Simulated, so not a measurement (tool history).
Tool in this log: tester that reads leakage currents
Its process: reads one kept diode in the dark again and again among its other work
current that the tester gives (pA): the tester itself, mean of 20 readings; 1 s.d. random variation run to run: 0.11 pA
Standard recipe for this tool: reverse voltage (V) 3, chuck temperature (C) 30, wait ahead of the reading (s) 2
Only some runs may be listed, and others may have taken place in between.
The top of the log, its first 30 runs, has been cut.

run,hour,reverse voltage (V),chuck temperature (C),wait ahead of the reading (s),hours of work since the probe card was cleaned,hours of work since the tester was calibrated,hours of work since the chuck was calibrated,current that the tester gives (pA)
31,855.5,1.64,33,0.49,124,587,164,34.67
32,881.2,3.27,33,0.52,139,603,180,44.36
33,915.7,1.27,41,3.08,160,623,200,58.26
34,952.6,12.25,30,2,182,646,223,55.32
35,969.7,3,24,2,192,656,233,20.02
36,1001.5,6.98,24,1.75,211,675,252,27.67
37,1023.6,6.98,33,0.65,225,688,265,57.93
38,1053.7,15.58,30,2,243,706,283,60.66
39,1075.7,3,26,1.55,256,719,296,23.62

3 ways to go on from here, each from the tool as it stands after run 39. What would each give?
A,1096.6,3,54,2,268,732,309,?
B,1096.6,14.5,47,1.55,268,732,309,?
C,1096.6,7.5,58,1.55,268,732,309,?

run,current that the tester gives (pA)
A,203.5
B,213.89
C,372.7
What these runs would have given with no unlogged condition in the tool:
run,current that the tester gives (pA)
A,212.22
B,221.65
C,387.9
